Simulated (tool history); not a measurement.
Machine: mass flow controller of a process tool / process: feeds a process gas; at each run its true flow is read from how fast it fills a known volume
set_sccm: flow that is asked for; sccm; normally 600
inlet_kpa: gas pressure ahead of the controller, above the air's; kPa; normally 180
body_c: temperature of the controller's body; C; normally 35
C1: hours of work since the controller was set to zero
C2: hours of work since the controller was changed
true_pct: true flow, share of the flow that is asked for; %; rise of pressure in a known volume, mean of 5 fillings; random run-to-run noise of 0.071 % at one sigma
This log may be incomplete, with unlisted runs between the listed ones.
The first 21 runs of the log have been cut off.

Run 22, day 182.829: usual settings but set_sccm 641 sccm, inlet_kpa 261 kPa, body_c 20 C; C1 3596; C2 3596. Result: true_pct 98.32 %.
Run 23, day 194.025: usual settings but inlet_kpa 146 kPa; C1 3728; C2 3728. Result: true_pct 98.33 %.
Run 24, day 206.362: usual settings but inlet_kpa 151 kPa, body_c 21 C; C1 3875; C2 3875. Result: true_pct 97.38 %.
Run 25, day 211.833: usual settings but set_sccm 582 sccm, inlet_kpa 147 kPa; C1 3940; C2 3940. Result: true_pct 97.77 %.
Run 26, day 217.883: usual settings but set_sccm 478 sccm; C1 4011; C2 4011. Result: true_pct 97.70 %.
Run 27, day 226.850: usual settings but set_sccm 129 sccm, inlet_kpa 239 kPa; C1 4118; C2 4118. Result: true_pct 97.00 %.
Run 28, day 236.671: usual settings but set_sccm 615 sccm, inlet_kpa 157 kPa; C1 4234; C2 4234. Result: true_pct 97.56 %.
Run 29, day 244.067: usual settings but set_sccm 615 sccm, inlet_kpa 157 kPa; C1 4322; C2 4322. Result: true_pct 97.22 %.
Run 30, day 256.150: usual settings but set_sccm 233 sccm, inlet_kpa 207 kPa, body_c 26 C; C1 4465; C2 4465. Result: true_pct 96.06 %.
Run 31, day 266.938: usual settings but set_sccm 252 sccm, inlet_kpa 185 kPa, body_c 25 C; C1 4593; C2 4593. Result: true_pct 95.64 %.

Alternative continuations, all from the tool just after run 31; predict every row:
Run A, day 278.946: usual settings but set_sccm 710 sccm, inlet_kpa 193 kPa, body_c 28 C; C1 4736; C2 4736. Result: true_pct ?.
Run B, day 278.946: usual settings but set_sccm 943 sccm, inlet_kpa 258 kPa, body_c 36 C; C1 4736; C2 4736. Result: true_pct ?.
Run C, day 278.946: usual settings but set_sccm 252 sccm, inlet_kpa 244 kPa, body_c 20 C; C1 4736; C2 4736. Result: true_pct ?.

run  true_pct
  A     96.40
  B     97.34
  C     95.52
Take away the tool's hidden state, keep each run's random variation, and the runs would have read:
run  true_pct
  A     99.61
  B    100.57
  C     98.68
